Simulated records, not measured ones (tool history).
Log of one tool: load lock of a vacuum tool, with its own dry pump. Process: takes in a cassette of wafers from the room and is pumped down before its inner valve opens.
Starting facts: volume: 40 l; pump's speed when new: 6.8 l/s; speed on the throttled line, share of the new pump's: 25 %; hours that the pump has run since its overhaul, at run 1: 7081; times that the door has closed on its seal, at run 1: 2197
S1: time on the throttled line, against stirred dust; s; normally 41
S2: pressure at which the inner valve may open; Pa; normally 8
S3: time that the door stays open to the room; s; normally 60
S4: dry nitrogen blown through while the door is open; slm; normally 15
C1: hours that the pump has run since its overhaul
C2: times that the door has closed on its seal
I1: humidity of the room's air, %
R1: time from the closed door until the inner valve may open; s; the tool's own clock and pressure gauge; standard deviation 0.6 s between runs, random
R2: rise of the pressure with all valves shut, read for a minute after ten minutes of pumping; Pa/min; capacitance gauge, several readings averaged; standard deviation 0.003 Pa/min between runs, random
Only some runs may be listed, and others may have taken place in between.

{"run": 1, "day": 0.0, "S1": 41, "S2": 8, "S3": 60, "S4": 15, "C1": 7081, "C2": 2197, "I1": 43.6, "R1": 90.5, "R2": 0.06}
{"run": 2, "day": 3.504, "S1": 41, "S2": 8, "S3": 60, "S4": 11, "C1": 7165, "C2": 2446, "I1": 43.0, "R1": 92.4, "R2": 0.053}
{"run": 3, "day": 6.454, "S1": 41, "S2": 8, "S3": 60, "S4": 11, "C1": 7236, "C2": 2655, "I1": 46.7, "R1": 91.6, "R2": 0.057}
{"run": 4, "day": 8.467, "S1": 41, "S2": 8, "S3": 60, "S4": 11, "C1": 7285, "C2": 2798, "I1": 43.0, "R1": 91.7, "R2": 0.057}
{"run": 5, "day": 12.842, "S1": 41, "S2": 8, "S3": 60, "S4": 11, "C1": 7390, "C2": 3109, "I1": 48.3, "R1": 91.0, "R2": 0.063}
{"run": 6, "day": 15.725, "S1": 41, "S2": 8, "S3": 60, "S4": 11, "C1": 7459, "C2": 3313, "I1": 45.7, "R1": 91.6, "R2": 0.064}
{"run": 7, "day": 20.346, "S1": 41, "S2": 8, "S3": 60, "S4": 11, "C1": 7570, "C2": 3642, "I1": 44.8, "R1": 92.5, "R2": 0.061}
{"run": 8, "day": 25.042, "S1": 41, "S2": 8, "S3": 60, "S4": 15, "C1": 7682, "C2": 3975, "I1": 45.5, "R1": 91.9, "R2": 0.061}
{"run": 9, "day": 27.042, "S1": 41, "S2": 8, "S3": 60, "S4": 15, "C1": 7730, "C2": 4117, "I1": 46.2, "R1": 91.6, "R2": 0.062}
{"run": 10, "day": 30.2, "S1": 41, "S2": 8, "S3": 60, "S4": 15, "C1": 7806, "C2": 4342, "I1": 46.3, "R1": 92.4, "R2": 0.066}

What will run 11 give?
{"run": 11, "day": 33.508, "S1": 73, "S2": 13, "S3": 60, "S4": 15, "C1": 7885, "C2": 4576, "I1": 40.7, "R1": "?", "R2": "?"}

R1: 112.3 s
R2: 0.059 Pa/min
Were there no unlogged condition in the tool, this run, its random variation unchanged, would have produced R1 108.4 s, R2 0.043 Pa/min.
